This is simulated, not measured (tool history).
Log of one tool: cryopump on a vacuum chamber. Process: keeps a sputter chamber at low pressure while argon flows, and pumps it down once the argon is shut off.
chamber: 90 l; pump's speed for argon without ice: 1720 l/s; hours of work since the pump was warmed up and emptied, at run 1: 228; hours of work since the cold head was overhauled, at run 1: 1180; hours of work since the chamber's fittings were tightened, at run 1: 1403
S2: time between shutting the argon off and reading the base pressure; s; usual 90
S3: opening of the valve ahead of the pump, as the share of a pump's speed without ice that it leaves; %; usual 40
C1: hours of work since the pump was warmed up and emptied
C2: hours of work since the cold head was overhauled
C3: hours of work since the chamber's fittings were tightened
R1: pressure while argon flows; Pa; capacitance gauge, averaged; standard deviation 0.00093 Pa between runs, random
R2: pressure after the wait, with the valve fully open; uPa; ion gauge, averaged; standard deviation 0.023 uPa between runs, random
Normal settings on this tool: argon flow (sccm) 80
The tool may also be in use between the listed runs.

{"run": 1, "hour": 0.0, "argon flow (sccm)": 80, "S2": 90, "S3": 40, "C1": 228, "C2": 1180, "C3": 1403, "R1": 0.2043, "R2": 2.69}
{"run": 2, "hour": 33.7, "argon flow (sccm)": 81, "S2": 90, "S3": 40, "C1": 250, "C2": 1202, "C3": 1425, "R1": 0.2087, "R2": 2.74}
{"run": 3, "hour": 82.9, "argon flow (sccm)": 81, "S2": 90, "S3": 36, "C1": 282, "C2": 1235, "C3": 1457, "R1": 0.232, "R2": 2.84}
{"run": 4, "hour": 105.3, "argon flow (sccm)": 81, "S2": 90, "S3": 36, "C1": 297, "C2": 1249, "C3": 1472, "R1": 0.232, "R2": 2.9}
{"run": 5, "hour": 154.4, "argon flow (sccm)": 81, "S2": 90, "S3": 36, "C1": 329, "C2": 1282, "C3": 1504, "R1": 0.2334, "R2": 3.03}
{"run": 6, "hour": 181.2, "argon flow (sccm)": 81, "S2": 90, "S3": 36, "C1": 346, "C2": 1299, "C3": 1522, "R1": 0.2339, "R2": 2.96}
{"run": 7, "hour": 209.3, "argon flow (sccm)": 81, "S2": 90, "S3": 36, "C1": 365, "C2": 1318, "C3": 1540, "R1": 0.2358, "R2": 3.07}
{"run": 8, "hour": 258.4, "argon flow (sccm)": 80, "S2": 90, "S3": 40, "C1": 397, "C2": 1350, "C3": 1573, "R1": 0.2101, "R2": 3.18}
{"run": 9, "hour": 303.7, "argon flow (sccm)": 80, "S2": 45, "S3": 40, "C1": 427, "C2": 1379, "C3": 1602, "R1": 0.2128, "R2": 3.89}
{"hour": 324.3, "done": "leaking fittings of the chamber tightened, without venting"}
{"run": 10, "hour": 346.8, "argon flow (sccm)": 80, "S2": 45, "S3": 40, "C1": 454, "C2": 1406, "C3": 15, "R1": 0.215, "R2": 1.44}
{"hour": 368.2, "done": "pump warmed up, emptied and cooled again"}
{"run": 11, "hour": 387.5, "argon flow (sccm)": 80, "S2": 45, "S3": 40, "C1": 13, "C2": 1430, "C3": 38, "R1": 0.1973, "R2": 1.43}
{"run": 12, "hour": 418.4, "argon flow (sccm)": 80, "S2": 45, "S3": 40, "C1": 33, "C2": 1450, "C3": 58, "R1": 0.1987, "R2": 1.37}
{"run": 13, "hour": 445.3, "argon flow (sccm)": 80, "S2": 45, "S3": 40, "C1": 51, "C2": 1468, "C3": 76, "R1": 0.2006, "R2": 1.5}
{"run": 14, "hour": 494.3, "argon flow (sccm)": 80, "S2": 45, "S3": 40, "C1": 83, "C2": 1500, "C3": 108, "R1": 0.1989, "R2": 1.51}
{"run": 15, "hour": 535.8, "argon flow (sccm)": 80, "S2": 45, "S3": 40, "C1": 110, "C2": 1527, "C3": 135, "R1": 0.2017, "R2": 1.56}
{"run": 16, "hour": 583.2, "argon flow (sccm)": 80, "S2": 45, "S3": 40, "C1": 141, "C2": 1558, "C3": 167, "R1": 0.2021, "R2": 1.67}
{"run": 17, "hour": 617.3, "argon flow (sccm)": 80, "S2": 46, "S3": 40, "C1": 163, "C2": 1581, "C3": 189, "R1": 0.2047, "R2": 1.58}
{"run": 18, "hour": 638.1, "argon flow (sccm)": 44, "S2": 85, "S3": 40, "C1": 177, "C2": 1594, "C3": 203, "R1": 0.1126, "R2": 1.13}
{"run": 19, "hour": 673.7, "argon flow (sccm)": 54, "S2": 90, "S3": 32, "C1": 200, "C2": 1618, "C3": 226, "R1": 0.1729, "R2": 1.09}
{"run": 20, "hour": 694.2, "argon flow (sccm)": 107, "S2": 81, "S3": 55, "C1": 214, "C2": 1631, "C3": 239, "R1": 0.2043, "R2": 1.19}
{"run": 21, "hour": 732.9, "argon flow (sccm)": 70, "S2": 49, "S3": 23, "C1": 239, "C2": 1656, "C3": 265, "R1": 0.3079, "R2": 1.65}
{"run": 22, "hour": 767.0, "argon flow (sccm)": 151, "S2": 45, "S3": 46, "C1": 262, "C2": 1679, "C3": 287, "R1": 0.3432, "R2": 1.72}
{"run": 23, "hour": 807.3, "argon flow (sccm)": 77, "S2": 99, "S3": 18, "C1": 288, "C2": 1705, "C3": 314, "R1": 0.4316, "R2": 1.21}
{"run": 24, "hour": 854.0, "argon flow (sccm)": 77, "S2": 99, "S3": 18, "C1": 319, "C2": 1736, "C3": 344, "R1": 0.4303, "R2": 1.28}
{"run": 25, "hour": 883.3, "argon flow (sccm)": 109, "S2": 125, "S3": 25, "C1": 338, "C2": 1755, "C3": 363, "R1": 0.4474, "R2": 1.2}
{"run": 26, "hour": 919.7, "argon flow (sccm)": 109, "S2": 125, "S3": 25, "C1": 362, "C2": 1779, "C3": 387, "R1": 0.4481, "R2": 1.22}
{"run": 27, "hour": 947.4, "argon flow (sccm)": 109, "S2": 23, "S3": 35, "C1": 380, "C2": 1797, "C3": 405, "R1": 0.3276, "R2": 3.11}
{"run": 28, "hour": 977.6, "argon flow (sccm)": 109, "S2": 23, "S3": 35, "C1": 400, "C2": 1817, "C3": 425, "R1": 0.3303, "R2": 3.08}
{"run": 29, "hour": 1007.7, "argon flow (sccm)": 109, "S2": 263, "S3": 40, "C1": 419, "C2": 1837, "C3": 445, "R1": 0.289, "R2": 1.13}
{"run": 30, "hour": 1034.2, "argon flow (sccm)": 64, "S2": 133, "S3": 40, "C1": 437, "C2": 1854, "C3": 462, "R1": 0.1707, "R2": 1.39}
{"run": 31, "hour": 1072.8, "argon flow (sccm)": 80, "S2": 55, "S3": 40, "C1": 462, "C2": 1879, "C3": 488, "R1": 0.2147, "R2": 1.97}
{"hour": 1081.4, "done": "pump warmed up, emptied and cooled again"}
{"run": 32, "hour": 1108.3, "argon flow (sccm)": 46, "S2": 194, "S3": 58, "C1": 18, "C2": 1899, "C3": 508, "R1": 0.0795, "R2": 1.17}
{"run": 33, "hour": 1148.6, "argon flow (sccm)": 46, "S2": 194, "S3": 58, "C1": 44, "C2": 1926, "C3": 534, "R1": 0.0794, "R2": 1.16}

Here are 3 independent what-if runs from the current tool condition. What would each one return?
{"run": "A", "hour": 1171.1, "argon flow (sccm)": 46, "S2": 40, "S3": 58, "C1": 59, "C2": 1941, "C3": 549, "R1": "?", "R2": "?"}
{"run": "B", "hour": 1171.1, "argon flow (sccm)": 46, "S2": 248, "S3": 22, "C1": 59, "C2": 1941, "C3": 549, "R1": "?", "R2": "?"}
{"run": "C", "hour": 1171.1, "argon flow (sccm)": 36, "S2": 261, "S3": 58, "C1": 59, "C2": 1941, "C3": 549, "R1": "?", "R2": "?"}

run=A R1=0.0797 R2=2.34
run=B R1=0.2080 R2=1.10
run=C R1=0.0631 R2=1.15
Without the tool's unlogged condition, the same runs would have read:
run=A R1=0.0775 R2=1.55
run=B R1=0.2058 R2=0.35
run=C R1=0.0613 R2=0.37
